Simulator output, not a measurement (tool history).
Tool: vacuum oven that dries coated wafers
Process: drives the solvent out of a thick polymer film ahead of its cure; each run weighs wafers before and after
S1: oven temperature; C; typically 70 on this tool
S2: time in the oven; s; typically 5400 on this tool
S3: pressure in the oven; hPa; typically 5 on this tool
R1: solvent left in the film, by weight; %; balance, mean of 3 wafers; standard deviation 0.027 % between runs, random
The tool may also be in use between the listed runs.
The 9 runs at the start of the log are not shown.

{"run": 10, "hour": 329.4, "S1": 70, "S2": 5400, "S3": 5, "R1": 1.89}
{"run": 11, "hour": 352.9, "S1": 70, "S2": 5400, "S3": 11.84, "R1": 2.42}
{"run": 12, "hour": 394.5, "S1": 70, "S2": 5400, "S3": 5, "R1": 1.84}
{"run": 13, "hour": 436.4, "S1": 70, "S2": 5400, "S3": 5, "R1": 1.85}
{"run": 14, "hour": 481.3, "S1": 69, "S2": 5400, "S3": 5, "R1": 2.11}
{"run": 15, "hour": 511.5, "S1": 85, "S2": 5400, "S3": 5, "R1": 0.39}
{"run": 16, "hour": 543.8, "S1": 85, "S2": 5400, "S3": 5, "R1": 0.39}
{"run": 17, "hour": 586.6, "S1": 70, "S2": 5400, "S3": 5, "R1": 1.88}
{"run": 18, "hour": 615.9, "S1": 70, "S2": 5400, "S3": 5, "R1": 1.86}
{"run": 19, "hour": 652.7, "S1": 61, "S2": 2760, "S3": 5, "R1": 9.22}
{"run": 20, "hour": 688.5, "S1": 70, "S2": 2940, "S3": 17.52, "R1": 5.82}
{"run": 21, "hour": 723.3, "S1": 58, "S2": 6300, "S3": 17.59, "R1": 6.68}
{"run": 22, "hour": 744.5, "S1": 68, "S2": 6300, "S3": 17.59, "R1": 2.97}
{"run": 23, "hour": 776.8, "S1": 64, "S2": 8520, "S3": 6.53, "R1": 1.93}
{"run": 24, "hour": 801.5, "S1": 64, "S2": 8520, "S3": 6.53, "R1": 1.92}
{"run": 25, "hour": 832.3, "S1": 57, "S2": 4320, "S3": 4.74, "R1": 7.9}
{"run": 26, "hour": 875.4, "S1": 57, "S2": 4320, "S3": 4.74, "R1": 7.89}
{"run": 27, "hour": 918.6, "S1": 61, "S2": 5400, "S3": 15.09, "R1": 5.77}
{"run": 28, "hour": 956.8, "S1": 82, "S2": 5400, "S3": 5.8, "R1": 0.57}
{"run": 29, "hour": 975.2, "S1": 58, "S2": 6060, "S3": 5.8, "R1": 5.35}
{"run": 30, "hour": 1002.0, "S1": 58, "S2": 6060, "S3": 5.8, "R1": 5.27}

What will run 31 give?
{"run": 31, "hour": 1032.0, "S1": 83, "S2": 6060, "S3": 2.61, "R1": "?"}

Run 31 came out at R1 0.28 %.
Minus the tool's unlogged condition, the same run would have read R1 0.13 %.
